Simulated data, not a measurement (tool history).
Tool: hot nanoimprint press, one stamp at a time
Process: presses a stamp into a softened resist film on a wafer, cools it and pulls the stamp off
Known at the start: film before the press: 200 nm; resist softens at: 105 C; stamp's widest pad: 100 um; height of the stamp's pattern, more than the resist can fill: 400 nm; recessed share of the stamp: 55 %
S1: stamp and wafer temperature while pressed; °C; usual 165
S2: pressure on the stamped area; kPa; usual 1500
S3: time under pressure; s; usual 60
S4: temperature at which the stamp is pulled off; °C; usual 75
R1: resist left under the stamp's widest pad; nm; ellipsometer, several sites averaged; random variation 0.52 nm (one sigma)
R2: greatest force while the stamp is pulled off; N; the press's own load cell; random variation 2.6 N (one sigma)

run,hour,S1,S2,S3,S4,R1,R2
1,0,165,1500,60,75,87.2,156
2,29.5,165,2300,60,75,73.5,166
3,66.8,165,2300,30,75,96.8,169
# hour 84.4: plate thermocouple calibrated
4,100.1,165,2300,30,75,92.2,164
# hour 110.2: stamp cleaned and given a new release coat
5,128,165,1500,60,75,82.1,124
6,164.9,165,2190,48,75,77.7,129
7,200.8,158,2190,65,62,109.4,182
8,216.8,158,2190,65,62,110.1,194
9,244,159,1350,60,75,125.6,142
10,263.6,174,1260,60,75,51.6,140

Hidden state or all else? Some run-to-run changes of R1, split into what the settings, what came in and random variation would give without the hidden state, and what is left for the hidden state (with any gauge scatter that isn't in both results):
The hidden state here: true temperature over the reading, C; pressure that arrives at the usual setting, %; grip of the stamp's worn release coat, % over a new coat's; drift of the gauge itself on residual_nm, %; drift of the gauge itself on pull_off_n, %.
Run 3 -> 4: plate thermocouple calibrated. R1 -4.6 nm: hidden state -5.3, all else +0.7.
Run 9 -> 10: S1 159 -> 174, S2 1350 -> 1260. R1 -74 nm: hidden state -1.4, all else -72.6.
